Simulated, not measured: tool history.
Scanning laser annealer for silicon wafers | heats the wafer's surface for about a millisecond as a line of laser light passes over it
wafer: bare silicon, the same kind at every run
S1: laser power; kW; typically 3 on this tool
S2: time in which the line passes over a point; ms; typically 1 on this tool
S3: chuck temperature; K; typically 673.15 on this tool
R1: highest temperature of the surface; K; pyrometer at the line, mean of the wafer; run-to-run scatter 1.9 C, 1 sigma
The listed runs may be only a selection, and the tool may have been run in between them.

run 1 hour=0 | S1=3 S2=1 S3=673.15 | R1=1404.15
run 2 hour=7.3 | S1=3 S2=1 S3=673.15 | R1=1403.15
run 3 hour=22.7 | S1=3 S2=1.01 S3=673.15 | R1=1406.15
run 4 hour=37.4 | S1=3 S2=1 S3=680.15 | R1=1412.15
run 5 hour=46.7 | S1=3 S2=1 S3=673.15 | R1=1402.15
run 6 hour=60.8 | S1=3 S2=0.97 S3=673.15 | R1=1389.15
run 7 hour=75.2 | S1=3 S2=0.97 S3=657.15 | R1=1375.15
run 8 hour=90 | S1=3 S2=0.97 S3=657.15 | R1=1375.15
run 9 hour=96.9 | S1=3 S2=0.97 S3=657.15 | R1=1376.15
run 10 hour=109 | S1=2.821 S2=1 S3=673.15 | R1=1358.15
run 11 hour=122.8 | S1=2.776 S2=1 S3=673.15 | R1=1345.15
run 12 hour=137.2 | S1=2.776 S2=1 S3=673.15 | R1=1343.15
run 13 hour=152.1 | S1=2.776 S2=1 S3=673.15 | R1=1345.15
run 14 hour=167.2 | S1=2.776 S2=1 S3=673.15 | R1=1346.15
run 15 hour=176.2 | S1=3.201 S2=1.16 S3=692.15 | R1=1545.15
run 16 hour=191 | S1=2.552 S2=1.16 S3=665.15 | R1=1339.15
run 17 hour=204.6 | S1=2.552 S2=1.16 S3=665.15 | R1=1340.15
run 18 hour=218.4 | S1=2.552 S2=1.16 S3=665.15 | R1=1341.15
run 19 hour=234.2 | S1=3.283 S2=1.21 S3=712.15 | R1=1610.15
run 20 hour=244.9 | S1=2.748 S2=1 S3=711.15 | R1=1376.15
run 21 hour=253.7 | S1=2.748 S2=1 S3=711.15 | R1=1381.15

Estimate the outcome of run 22 from the log above:
run 22 hour=268.8 | S1=2.748 S2=1 S3=711.15 | R1=?

{"run 22": {"R1": 1378.15}}
Take away the tool's hidden state, keep the run-to-run variation as it was, and the same run would have given R1 1379.15 K.

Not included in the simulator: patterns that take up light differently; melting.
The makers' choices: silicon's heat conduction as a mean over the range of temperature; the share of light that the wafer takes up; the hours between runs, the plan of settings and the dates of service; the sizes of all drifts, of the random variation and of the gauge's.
